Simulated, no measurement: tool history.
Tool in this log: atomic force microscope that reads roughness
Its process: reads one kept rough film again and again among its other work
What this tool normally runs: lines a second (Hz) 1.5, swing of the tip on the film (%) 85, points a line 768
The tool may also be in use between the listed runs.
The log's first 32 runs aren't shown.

run,hour,lines a second (Hz),swing of the tip on the film (%),points a line,roughness of the kept film (nm (root mean square))
33,255.2,1.38,85,932,1.793
34,264.7,1.5,85,723,1.778
35,272.2,1.5,85,723,1.767
36,283.4,2.65,85,504,1.597
37,289.9,0.59,70,993,1.979
38,301.3,1.91,57,811,1.969
39,308.9,1.2,56,442,1.979
40,314.5,0.58,58,458,2.01
41,319.9,0.58,58,458,1.983
42,325.6,0.58,76,294,1.922
# hour 329.7: new tip fitted
43,330.6,0.58,76,294,1.919

Branching from run 43: 3 alternative next runs. What would each branch give?
A,338.7,1.5,85,375,?
B,338.7,0.58,69,294,?
C,338.7,0.64,62,620,?

run,roughness of the kept film (nm (root mean square))
A,1.74
B,1.953
C,2.004
With no hidden state in the tool, these same runs would have given:
run,roughness of the kept film (nm (root mean square))
A,1.741
B,1.953
C,2.005

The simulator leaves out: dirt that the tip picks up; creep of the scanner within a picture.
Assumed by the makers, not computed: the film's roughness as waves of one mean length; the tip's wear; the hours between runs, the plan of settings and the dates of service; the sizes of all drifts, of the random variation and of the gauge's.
